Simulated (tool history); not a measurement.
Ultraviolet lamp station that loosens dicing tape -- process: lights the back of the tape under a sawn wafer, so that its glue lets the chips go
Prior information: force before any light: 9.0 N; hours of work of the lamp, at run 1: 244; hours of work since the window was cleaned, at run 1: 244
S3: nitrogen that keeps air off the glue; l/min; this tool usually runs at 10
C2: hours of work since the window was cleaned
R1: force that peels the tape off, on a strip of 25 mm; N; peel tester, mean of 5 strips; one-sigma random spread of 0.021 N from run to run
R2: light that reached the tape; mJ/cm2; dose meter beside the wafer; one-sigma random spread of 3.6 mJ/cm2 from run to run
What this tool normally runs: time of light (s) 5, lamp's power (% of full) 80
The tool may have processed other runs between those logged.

run 1 hour=0.0 | time_of_light_(s)=5 lamp's_power_(%_of_full)=80 S3=10 | hours_of_work_of_the_lamp=244 C2=244 | R1=1.269 R2=536
run 2 hour=63.8 | time_of_light_(s)=3 lamp's_power_(%_of_full)=80 S3=10 | hours_of_work_of_the_lamp=283 C2=283 | R1=2.677 R2=315
run 3 hour=124.4 | time_of_light_(s)=3 lamp's_power_(%_of_full)=80 S3=10 | hours_of_work_of_the_lamp=320 C2=320 | R1=2.825 R2=307
run 4 hour=174.0 | time_of_light_(s)=3 lamp's_power_(%_of_full)=80 S3=10 | hours_of_work_of_the_lamp=350 C2=350 | R1=2.824 R2=310
run 5 hour=217.2 | time_of_light_(s)=5 lamp's_power_(%_of_full)=80 S3=10 | hours_of_work_of_the_lamp=376 C2=376 | R1=1.370 R2=505
run 6 hour=266.5 | time_of_light_(s)=5 lamp's_power_(%_of_full)=80 S3=10 | hours_of_work_of_the_lamp=406 C2=406 | R1=1.372 R2=502
run 7 hour=337.5 | time_of_light_(s)=5 lamp's_power_(%_of_full)=80 S3=10 | hours_of_work_of_the_lamp=449 C2=449 | R1=1.477 R2=491
run 8 hour=389.4 | time_of_light_(s)=5 lamp's_power_(%_of_full)=80 S3=10 | hours_of_work_of_the_lamp=481 C2=481 | R1=1.475 R2=484
-- hour=395.5 window cleaned of glue's vapour
run 9 hour=440.8 | time_of_light_(s)=5 lamp's_power_(%_of_full)=80 S3=10 | hours_of_work_of_the_lamp=512 C2=28 | R1=1.198 R2=553
run 10 hour=478.3 | time_of_light_(s)=5 lamp's_power_(%_of_full)=80 S3=10 | hours_of_work_of_the_lamp=535 C2=50 | R1=1.231 R2=548
run 11 hour=532.0 | time_of_light_(s)=5 lamp's_power_(%_of_full)=80 S3=10 | hours_of_work_of_the_lamp=567 C2=83 | R1=1.218 R2=540
run 12 hour=593.8 | time_of_light_(s)=5 lamp's_power_(%_of_full)=77 S3=10 | hours_of_work_of_the_lamp=605 C2=121 | R1=1.389 R2=510
run 13 hour=631.1 | time_of_light_(s)=3 lamp's_power_(%_of_full)=80 S3=10 | hours_of_work_of_the_lamp=628 C2=143 | R1=2.752 R2=320
run 14 hour=676.6 | time_of_light_(s)=3 lamp's_power_(%_of_full)=80 S3=10 | hours_of_work_of_the_lamp=655 C2=171 | R1=2.752 R2=313
run 15 hour=713.5 | time_of_light_(s)=3 lamp's_power_(%_of_full)=80 S3=10 | hours_of_work_of_the_lamp=678 C2=194 | R1=2.685 R2=309
run 16 hour=751.8 | time_of_light_(s)=3 lamp's_power_(%_of_full)=80 S3=10 | hours_of_work_of_the_lamp=701 C2=217 | R1=2.845 R2=304
run 17 hour=796.5 | time_of_light_(s)=3 lamp's_power_(%_of_full)=80 S3=10 | hours_of_work_of_the_lamp=728 C2=244 | R1=2.894 R2=298
run 18 hour=835.1 | time_of_light_(s)=3 lamp's_power_(%_of_full)=95 S3=10 | hours_of_work_of_the_lamp=752 C2=268 | R1=2.384 R2=351
run 19 hour=886.5 | time_of_light_(s)=3 lamp's_power_(%_of_full)=95 S3=10 | hours_of_work_of_the_lamp=783 C2=299 | R1=2.434 R2=353
run 20 hour=933.2 | time_of_light_(s)=5 lamp's_power_(%_of_full)=70 S3=6 | hours_of_work_of_the_lamp=812 C2=327 | R1=2.057 R2=429
run 21 hour=987.1 | time_of_light_(s)=5 lamp's_power_(%_of_full)=70 S3=6 | hours_of_work_of_the_lamp=844 C2=360 | R1=2.114 R2=421
run 22 hour=1047.6 | time_of_light_(s)=3 lamp's_power_(%_of_full)=83 S3=6 | hours_of_work_of_the_lamp=881 C2=397 | R1=3.191 R2=296
run 23 hour=1103.8 | time_of_light_(s)=5 lamp's_power_(%_of_full)=72 S3=10 | hours_of_work_of_the_lamp=915 C2=431 | R1=1.855 R2=420
run 24 hour=1167.8 | time_of_light_(s)=5 lamp's_power_(%_of_full)=72 S3=10 | hours_of_work_of_the_lamp=954 C2=470 | R1=1.885 R2=417
-- hour=1192.3 window cleaned of glue's vapour
run 25 hour=1221.1 | time_of_light_(s)=8 lamp's_power_(%_of_full)=98 S3=12 | hours_of_work_of_the_lamp=987 C2=18 | R1=0.326 R2=1023
run 26 hour=1278.6 | time_of_light_(s)=6 lamp's_power_(%_of_full)=99 S3=10 | hours_of_work_of_the_lamp=1022 C2=53 | R1=0.645 R2=770
run 27 hour=1331.9 | time_of_light_(s)=4 lamp's_power_(%_of_full)=81 S3=15 | hours_of_work_of_the_lamp=1054 C2=85 | R1=1.697 R2=412
run 28 hour=1394.4 | time_of_light_(s)=4 lamp's_power_(%_of_full)=60 S3=10 | hours_of_work_of_the_lamp=1092 C2=123 | R1=2.869 R2=301
run 29 hour=1445.2 | time_of_light_(s)=7 lamp's_power_(%_of_full)=80 S3=18 | hours_of_work_of_the_lamp=1123 C2=154 | R1=0.626 R2=698
run 30 hour=1478.8 | time_of_light_(s)=7 lamp's_power_(%_of_full)=80 S3=18 | hours_of_work_of_the_lamp=1143 C2=174 | R1=0.619 R2=687
run 31 hour=1515.9 | time_of_light_(s)=3 lamp's_power_(%_of_full)=61 S3=10 | hours_of_work_of_the_lamp=1166 C2=197 | R1=4.102 R2=222
run 32 hour=1566.8 | time_of_light_(s)=3 lamp's_power_(%_of_full)=61 S3=10 | hours_of_work_of_the_lamp=1197 C2=228 | R1=3.766 R2=218
run 33 hour=1612.8 | time_of_light_(s)=5 lamp's_power_(%_of_full)=85 S3=4 | hours_of_work_of_the_lamp=1225 C2=256 | R1=1.936 R2=500

Consider 5 possible next runs. They are alternatives, not a sequence: every one starts from the tool as it was left by run 33. What does each give?
run A hour=1651.4 | time_of_light_(s)=9 lamp's_power_(%_of_full)=80 S3=10 | hours_of_work_of_the_lamp=1249 C2=279 | R1=? R2=?
run B hour=1651.4 | time_of_light_(s)=6 lamp's_power_(%_of_full)=95 S3=10 | hours_of_work_of_the_lamp=1249 C2=279 | R1=? R2=?
run C hour=1651.4 | time_of_light_(s)=4 lamp's_power_(%_of_full)=80 S3=8 | hours_of_work_of_the_lamp=1249 C2=279 | R1=? R2=?
run D hour=1651.4 | time_of_light_(s)=3 lamp's_power_(%_of_full)=80 S3=15 | hours_of_work_of_the_lamp=1249 C2=279 | R1=? R2=?
run E hour=1651.4 | time_of_light_(s)=4 lamp's_power_(%_of_full)=70 S3=4 | hours_of_work_of_the_lamp=1249 C2=279 | R1=? R2=?

run=A R1=0.502 R2=850
run=B R1=0.815 R2=672
run=C R1=2.238 R2=379
run=D R1=2.745 R2=286
run=E R1=3.226 R2=328
Had the tool no hidden state, the same runs would have come out as:
run=A R1=0.322 R2=1078
run=B R1=0.502 R2=853
run=C R1=1.583 R2=481
run=D R1=2.038 R2=362
run=E R1=2.471 R2=416

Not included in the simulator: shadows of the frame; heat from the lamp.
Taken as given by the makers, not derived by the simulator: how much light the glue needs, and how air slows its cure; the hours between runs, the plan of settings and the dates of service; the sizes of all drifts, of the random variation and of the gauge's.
